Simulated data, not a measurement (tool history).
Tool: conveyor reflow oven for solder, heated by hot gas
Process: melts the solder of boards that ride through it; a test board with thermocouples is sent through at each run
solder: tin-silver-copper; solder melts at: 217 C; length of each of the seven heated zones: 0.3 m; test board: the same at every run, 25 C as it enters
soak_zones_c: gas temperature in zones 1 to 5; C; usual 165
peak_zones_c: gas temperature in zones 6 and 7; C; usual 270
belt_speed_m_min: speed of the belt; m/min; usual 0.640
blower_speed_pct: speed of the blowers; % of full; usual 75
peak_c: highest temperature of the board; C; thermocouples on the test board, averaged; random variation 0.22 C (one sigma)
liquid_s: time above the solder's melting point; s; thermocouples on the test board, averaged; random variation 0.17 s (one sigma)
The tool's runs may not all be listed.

run     day  soak_zones_c  peak_zones_c  belt_speed_m_min  blower_speed_pct  peak_c  liquid_s
  1   0.000           165           270             0.640                75   247.3      36.2
  2   0.296           165           270             0.640                75   247.5      36.2
  3   0.683           165           270             0.640                75   247.5      36.4
  4   1.254           165           270             0.640                75   247.4      35.8
  5   1.500           165           270             0.640                75   247.7      36.3
  6   1.788           165           270             0.640                75   247.4      36.1
  7   2.325           165           270             0.640                75   247.1      36.1
  8   2.704           165           270             0.640                75   247.0      35.7
  9   3.296           165           270             0.640                75   246.8      35.9
      3.492  -- belt drive overhauled, speed set with a stopwatch
 10   4.062           165           270             0.640                75   247.0      36.0
 11   4.433           165           270             0.640                75   246.7      36.1
 12   4.908           165           270             0.640                75   247.2      35.9
 13   5.462           165           270             0.640                75   246.8      36.1
      5.721  -- belt drive overhauled, speed set with a stopwatch, once more
 14   6.075           154           270             0.640                75   243.4      31.0
 15   6.471           154           270             0.640                75   243.3      31.0
 16   6.742           171           270             0.640                52   240.1      30.3
 17   7.296           171           270             0.640                52   240.0      30.3
 18   7.671           160           270             0.575                71   247.9      39.8
 19   8.138           175           271             0.575                66   250.3      45.2
 20   8.446           175           266             0.748                66   235.8      23.6
 21   8.783           165           271             0.640                83   248.6      36.7
 22   9.171           167           262             0.577                59   239.2      33.6
 23   9.600           156           265             0.673                72   236.1      23.8
 24   9.900           156           265             0.673                72   236.6      23.6
 25  10.271           162           279             0.618                59   248.3      36.0
 26  10.812           151           285             0.541                65   259.2      46.9
 27  11.379           165           270             0.598                60   243.4      35.0
 28  11.908           162           270             0.598                60   242.8      33.8
 29  12.346           162           270             0.598                60   243.0      33.9
 30  12.758           165           270             0.664                75   243.3      31.1

Some steps in peak_c between neighbouring runs. How much of each would the tool show without its hidden state too (settings, what came in, random variation), and how much is left for the hidden state, with any gauge scatter that isn't in both results?
The hidden state here: heat that the gas passes to the board, % of a clean oven's; belt's true speed, % of the reading; true gas temperature in zones 6 and 7 over the reading, C; drift of the gauge itself on peak_c, C; drift of the gauge itself on liquid_s, %.
Run 13 -> 14: soak_zones_c 165 -> 154, belt drive overhauled, speed set with a stopwatch, once more. peak_c -3.4 C: hidden state -0.7, all else -2.7.
Run 19 -> 20: peak_zones_c 271 -> 266, belt_speed_m_min 0.575 -> 0.748. peak_c -14.5 C: hidden state -0.4, all else -14.1.
Run 20 -> 21: soak_zones_c 175 -> 165, peak_zones_c 266 -> 271, belt_speed_m_min 0.748 -> 0.640, blower_speed_pct 66 -> 83. peak_c +12.8 C: hidden state -0.1, all else +12.9.
Run 22 -> 23: soak_zones_c 167 -> 156, peak_zones_c 262 -> 265, belt_speed_m_min 0.577 -> 0.673, blower_speed_pct 59 -> 72. peak_c -3.1 C: hidden state -0.7, all else -2.4.
Run 26 -> 27: soak_zones_c 151 -> 165, peak_zones_c 285 -> 270, belt_speed_m_min 0.541 -> 0.598, blower_speed_pct 65 -> 60. peak_c -15.8 C: hidden state +0.1, all else -15.9.

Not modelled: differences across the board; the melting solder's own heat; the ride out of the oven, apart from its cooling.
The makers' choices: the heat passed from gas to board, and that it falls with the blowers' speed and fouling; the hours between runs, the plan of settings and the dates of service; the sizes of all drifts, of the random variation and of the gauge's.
